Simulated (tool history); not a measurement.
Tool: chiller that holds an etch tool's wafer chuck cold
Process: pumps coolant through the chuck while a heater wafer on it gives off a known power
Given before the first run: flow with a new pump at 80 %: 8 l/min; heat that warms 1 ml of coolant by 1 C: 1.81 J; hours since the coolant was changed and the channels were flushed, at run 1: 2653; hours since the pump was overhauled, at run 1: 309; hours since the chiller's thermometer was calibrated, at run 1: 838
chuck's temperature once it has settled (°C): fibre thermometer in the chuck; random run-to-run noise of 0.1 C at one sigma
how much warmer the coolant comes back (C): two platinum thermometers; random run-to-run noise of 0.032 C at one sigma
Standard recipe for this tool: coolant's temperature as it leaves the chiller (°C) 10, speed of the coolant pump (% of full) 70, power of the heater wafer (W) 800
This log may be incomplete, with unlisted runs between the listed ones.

run,hour,coolant's temperature as it leaves the chiller (°C),speed of the coolant pump (% of full),power of the heater wafer (W),hours since the coolant was changed and the channels were flushed,hours since the pump was overhauled,hours since the chiller's thermometer was calibrated,chuck's temperature once it has settled (°C),how much warmer the coolant comes back (C)
1,0.0,10,70,800,2653,309,838,21.7,3.82
2,36.3,10,70,800,2689,346,875,21.6,3.88
3,78.5,10,70,800,2731,388,917,21.8,3.86
4,131.7,10,70,800,2784,441,970,21.8,3.90
5,161.7,10,96,800,2815,471,1000,18.8,2.65
6,209.3,10,63,800,2862,519,1048,22.8,4.36
7,258.1,10,63,800,2911,567,1097,23.1,4.38
8,293.0,10,70,719,2946,602,1131,20.5,3.47
9,316.5,10,70,695,2969,626,1155,20.4,3.42
10,363.3,10,70,695,3016,672,1202,20.0,3.30
11,393.2,10,70,695,3046,702,1232,20.2,3.41
12,420.3,10,70,695,3073,729,1259,20.3,3.34
13,450.3,11,93,800,3103,760,1289,20.2,2.87
14,499.4,1,75,909,3152,809,1338,13.8,4.09
15,554.4,10,75,490,3207,864,1393,16.8,2.20
16,591.9,2,70,651,3245,901,1430,11.5,3.23
17,624.1,2,70,651,3277,933,1462,11.5,3.16
18,647.2,10,70,854,3300,956,1486,22.9,4.19
19,689.2,5,99,854,3342,998,1528,14.2,2.85
20,740.1,5,99,854,3393,1049,1579,14.3,2.84
21,774.3,5,99,854,3427,1083,1613,14.3,2.83
22,817.8,10,73,1140,3471,1127,1656,26.8,5.28
23,857.0,13,78,510,3510,1166,1695,19.8,2.21

Each row is a separate what-if for the run after 23, all from the same tool condition, not one after another. Results?
A,892.8,10,87,800,3546,1202,1731,?,?
B,892.8,5,65,800,3546,1202,1731,?,?
C,892.8,20,67,510,3546,1202,1731,?,?

run,chuck's temperature once it has settled (°C),how much warmer the coolant comes back (C)
A,20.1,3.05
B,17.9,4.33
C,28.0,2.62
What these runs would have given with no unlogged condition in the tool:
run,chuck's temperature once it has settled (°C),how much warmer the coolant comes back (C)
A,18.7,3.00
B,16.1,4.25
C,27.0,2.58
